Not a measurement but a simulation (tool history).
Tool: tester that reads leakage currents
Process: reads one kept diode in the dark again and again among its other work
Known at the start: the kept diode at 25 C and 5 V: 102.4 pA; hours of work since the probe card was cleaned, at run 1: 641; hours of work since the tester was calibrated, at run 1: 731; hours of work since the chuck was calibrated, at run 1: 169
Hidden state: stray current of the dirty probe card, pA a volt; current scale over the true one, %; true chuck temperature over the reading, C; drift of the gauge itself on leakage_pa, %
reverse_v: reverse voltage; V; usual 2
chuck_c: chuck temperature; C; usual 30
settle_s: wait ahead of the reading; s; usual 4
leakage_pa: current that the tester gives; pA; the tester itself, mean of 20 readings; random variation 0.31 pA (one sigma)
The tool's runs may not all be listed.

run	day	reverse_v	chuck_c	settle_s	hours of work since the probe card was cleaned	hours of work since the tester was calibrated	hours of work since the chuck was calibrated	leakage_pa
1	0	2	30	4	641	731	169	105.01
2	0.921	2	30	4	658	748	186	105.3
3	2.725	2	41	4	692	782	220	228.09
4	3.688	2	30	4	710	800	238	106.32
5	5.542	2	56	4	745	834	272	600.08
6	6.988	2	56	4	772	862	300	600.23
7	8.75	2	30	3.36	805	895	333	107.21
# day 9.025: probe card cleaned and baked
8	10.2	1.43	30	5.07	22	920	357	94.28
9	12.021	1.43	26	5.07	56	954	392	70.76
10	13.475	4.86	30	4	83	981	419	156.18
11	15.321	3.3	32	3.81	118	1016	454	154.02
12	16.567	1.59	33	0.35	142	1039	477	123.91
13	17.642	1.59	33	0.35	162	1059	497	124.71
# day 17.917: probe card cleaned and baked, once more
14	19.571	9.84	56	2.52	31	1093	531	1145.88

Hidden state at the last listed run before each entry between runs and at the first one after, where it differs:
Between runs 7 and 8: probe card cleaned and baked (day 9.025)
  stray current of the dirty probe card, pA a volt: 0.572 -> 0.756; current scale over the true one, %: -0.38 -> -0.39; true chuck temperature over the reading, C: 0.4 -> 0.44
  measured less the result without the state, leakage_pa: +3.78 -> +3.63 pA
Between runs 13 and 14: probe card cleaned and baked, once more (day 17.917)
  stray current of the dirty probe card, pA a volt: 0.863 -> 0.045; current scale over the true one, %: -0.45 -> -0.47; true chuck temperature over the reading, C: 0.63 -> 0.68
  measured less the result without the state, leakage_pa: +6.15 -> +41.76 pA
